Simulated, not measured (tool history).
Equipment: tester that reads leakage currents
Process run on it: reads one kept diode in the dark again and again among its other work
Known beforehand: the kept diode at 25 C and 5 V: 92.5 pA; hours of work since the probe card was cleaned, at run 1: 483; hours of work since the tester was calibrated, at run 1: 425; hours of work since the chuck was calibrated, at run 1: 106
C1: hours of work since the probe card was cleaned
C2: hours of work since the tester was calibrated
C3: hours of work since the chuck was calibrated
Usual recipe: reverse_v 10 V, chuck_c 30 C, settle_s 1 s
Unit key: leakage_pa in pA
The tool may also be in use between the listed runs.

{"run": 1, "hour": 0.0, "reverse_v": 10, "chuck_c": 30, "settle_s": 1, "C1": 483, "C2": 425, "C3": 106, "leakage_pa": 216.91}
{"run": 2, "hour": 15.1, "reverse_v": 10, "chuck_c": 30, "settle_s": 1, "C1": 492, "C2": 434, "C3": 114, "leakage_pa": 217.13}
{"run": 3, "hour": 43.1, "reverse_v": 2.2, "chuck_c": 30, "settle_s": 1, "C1": 508, "C2": 451, "C3": 131, "leakage_pa": 101.21}
{"run": 4, "hour": 67.3, "reverse_v": 2.2, "chuck_c": 30, "settle_s": 1, "C1": 522, "C2": 465, "C3": 145, "leakage_pa": 101.18}
{"run": 5, "hour": 82.3, "reverse_v": 2.6, "chuck_c": 30, "settle_s": 1, "C1": 531, "C2": 474, "C3": 154, "leakage_pa": 111.11}
{"run": 6, "hour": 111.4, "reverse_v": 4.1, "chuck_c": 30, "settle_s": 1, "C1": 548, "C2": 491, "C3": 171, "leakage_pa": 139.66}
{"run": 7, "hour": 132.0, "reverse_v": 10, "chuck_c": 21, "settle_s": 1, "C1": 560, "C2": 503, "C3": 183, "leakage_pa": 109.55}
{"run": 8, "hour": 147.9, "reverse_v": 10, "chuck_c": 21, "settle_s": 1, "C1": 570, "C2": 512, "C3": 192, "leakage_pa": 109.11}
{"run": 9, "hour": 172.4, "reverse_v": 10, "chuck_c": 21, "settle_s": 1, "C1": 584, "C2": 526, "C3": 207, "leakage_pa": 110.43}
{"run": 10, "hour": 198.2, "reverse_v": 3.5, "chuck_c": 33, "settle_s": 0.5, "C1": 599, "C2": 541, "C3": 222, "leakage_pa": 166.06}
{"run": 11, "hour": 227.0, "reverse_v": 2.7, "chuck_c": 30, "settle_s": 1, "C1": 616, "C2": 558, "C3": 239, "leakage_pa": 115.56}
{"run": 12, "hour": 255.1, "reverse_v": 3.9, "chuck_c": 37, "settle_s": 7.87, "C1": 632, "C2": 575, "C3": 255, "leakage_pa": 241.52}
{"run": 13, "hour": 272.9, "reverse_v": 10, "chuck_c": 30, "settle_s": 1.45, "C1": 643, "C2": 585, "C3": 266, "leakage_pa": 224.48}
{"run": 14, "hour": 293.5, "reverse_v": 10, "chuck_c": 47, "settle_s": 0.34, "C1": 655, "C2": 597, "C3": 278, "leakage_pa": 832.7}
{"run": 15, "hour": 312.6, "reverse_v": 5.4, "chuck_c": 28, "settle_s": 0.5, "C1": 666, "C2": 609, "C3": 289, "leakage_pa": 141.22}
{"run": 16, "hour": 330.7, "reverse_v": 1.8, "chuck_c": 27, "settle_s": 0.63, "C1": 677, "C2": 619, "C3": 299, "leakage_pa": 74.79}
{"run": 17, "hour": 351.5, "reverse_v": 1.8, "chuck_c": 27, "settle_s": 0.63, "C1": 689, "C2": 631, "C3": 312, "leakage_pa": 74.8}

Selected run-to-run steps in leakage_pa, each split into two signed amounts: the part the tool would show with no hidden state at all (from settings, incoming material and random variation), and the remainder, which goes to the hidden state together with any gauge scatter not common to the measured and the hidden-state-free results:
Hidden conditions of the tool in this case: stray current of the dirty probe card, pA a volt; current scale over the true one, %; true chuck temperature over the reading, C; drift of the gauge itself on leakage_pa, %.
Run 14 -> 15: reverse_v 10 -> 5.4, chuck_c 47 -> 28, settle_s 0.34 -> 0.5. leakage_pa -691.48 pA: hidden state -32.25, all else -659.23.
